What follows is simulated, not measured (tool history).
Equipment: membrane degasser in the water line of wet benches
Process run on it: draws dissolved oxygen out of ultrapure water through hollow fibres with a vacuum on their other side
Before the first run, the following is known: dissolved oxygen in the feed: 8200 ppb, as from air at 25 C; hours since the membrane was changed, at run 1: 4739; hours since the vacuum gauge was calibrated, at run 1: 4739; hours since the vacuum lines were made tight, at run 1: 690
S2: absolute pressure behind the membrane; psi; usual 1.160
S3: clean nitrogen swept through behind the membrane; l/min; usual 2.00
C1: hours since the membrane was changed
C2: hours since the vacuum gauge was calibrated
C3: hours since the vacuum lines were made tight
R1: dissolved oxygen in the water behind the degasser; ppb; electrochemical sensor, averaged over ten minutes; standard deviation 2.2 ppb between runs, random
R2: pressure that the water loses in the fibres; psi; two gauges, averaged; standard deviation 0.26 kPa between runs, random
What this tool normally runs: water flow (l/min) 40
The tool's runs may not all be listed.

Run 1, day 0.000: usual settings; C1 4739; C2 4739; C3 690. Result: R1 258.2 ppb, R2 10.949 psi.
Run 2, day 2.829: usual settings but water flow (l/min) 30; C1 4807; C2 4807; C3 758. Result: R1 189.3 ppb, R2 8.177 psi.
Run 3, day 6.750: usual settings but water flow (l/min) 30; C1 4901; C2 4901; C3 852. Result: R1 191.0 ppb, R2 8.195 psi.
Run 4, day 11.533: usual settings; C1 5016; C2 5016; C3 967. Result: R1 254.4 ppb, R2 10.952 psi.
Run 5, day 15.596: usual settings; C1 5113; C2 5113; C3 1065. Result: R1 262.6 ppb, R2 11.068 psi.
Run 6, day 18.954: usual settings; C1 5194; C2 5194; C3 1145. Result: R1 265.4 ppb, R2 11.037 psi.
Run 7, day 22.300: usual settings; C1 5274; C2 5274; C3 1226. Result: R1 265.2 ppb, R2 11.005 psi.
Run 8, day 24.958: usual settings; C1 5338; C2 5338; C3 1289. Result: R1 264.7 ppb, R2 10.978 psi.
Run 9, day 30.225: usual settings; C1 5464; C2 5464; C3 1416. Result: R1 264.7 ppb, R2 11.034 psi.
Run 10, day 33.033: usual settings but water flow (l/min) 25; C1 5532; C2 5532; C3 1483. Result: R1 165.9 ppb, R2 6.892 psi.
Run 11, day 38.675: usual settings but water flow (l/min) 25; C1 5667; C2 5667; C3 1619. Result: R1 166.6 ppb, R2 6.894 psi.
Run 12, day 42.621: usual settings but S2 1.295 psi, S3 4.25 l/min; C1 5762; C2 5762; C3 1713. Result: R1 163.9 ppb, R2 11.075 psi.
Run 13, day 47.400: usual settings but water flow (l/min) 41, S2 1.511 psi, S3 4.44 l/min; C1 5876; C2 5876; C3 1828. Result: R1 195.7 ppb, R2 11.332 psi.
Run 14, day 51.254: usual settings but water flow (l/min) 41, S2 1.511 psi, S3 1.76 l/min; C1 5969; C2 5969; C3 1920. Result: R1 421.8 ppb, R2 11.388 psi.
Run 15, day 56.092: usual settings but water flow (l/min) 54; C1 6085; C2 6085; C3 2037. Result: R1 369.4 ppb, R2 14.990 psi.
Run 16, day 61.871: usual settings but water flow (l/min) 54; C1 6224; C2 6224; C3 2175. Result: R1 376.7 ppb, R2 15.151 psi.
At day 62.275: vacuum gauge calibrated.
Run 17, day 65.212: usual settings but water flow (l/min) 43, S2 2.093 psi; C1 6303; C2 71; C3 2255. Result: R1 582.3 ppb, R2 12.103 psi.
Run 18, day 71.004: usual settings but water flow (l/min) 43, S2 2.093 psi; C1 6442; C2 210; C3 2394. Result: R1 578.7 ppb, R2 12.082 psi.
At day 73.117: vacuum gauge calibrated, once more.
Run 19, day 74.979: usual settings but water flow (l/min) 56, S2 2.550 psi, S3 2.01 l/min; C1 6537; C2 45; C3 2489. Result: R1 841.3 ppb, R2 15.766 psi.
Run 20, day 78.279: usual settings but S2 1.434 psi, S3 1.04 l/min; C1 6617; C2 124; C3 2568. Result: R1 502.9 ppb, R2 11.217 psi.
Run 21, day 83.479: usual settings but S2 1.434 psi, S3 1.04 l/min; C1 6741; C2 249; C3 2693. Result: R1 508.8 ppb, R2 11.230 psi.
Run 22, day 87.946: usual settings but S2 1.434 psi, S3 1.04 l/min; C1 6849; C2 356; C3 2800. Result: R1 506.6 ppb, R2 11.210 psi.

Predict each of these 4 candidate next runs independently; none follows another, all start after run 22:
Run A, day 90.433: usual settings but water flow (l/min) 27, S2 1.414 psi, S3 5.27 l/min; C1 6908; C2 416; C3 2860. Result: R1 ?, R2 ?.
Run B, day 90.433: usual settings but water flow (l/min) 38, S2 1.948 psi, S3 2.53 l/min; C1 6908; C2 416; C3 2860. Result: R1 ?, R2 ?.
Run C, day 90.433: usual settings but water flow (l/min) 59, S2 1.189 psi, S3 3.03 l/min; C1 6908; C2 416; C3 2860. Result: R1 ?, R2 ?.
Run D, day 90.433: usual settings but S2 1.159 psi, S3 1.75 l/min; C1 6908; C2 416; C3 2860. Result: R1 ?, R2 ?.

run     R1      R2
  A   85.9   7.607
  B  356.1  10.776
  C  286.9  16.705
  D  257.5  11.300
With no hidden state in the tool, these same runs would have given:
run     R1      R2
  A   82.3   6.817
  B  345.3   9.660
  C  256.1  14.974
  D  246.6  10.128
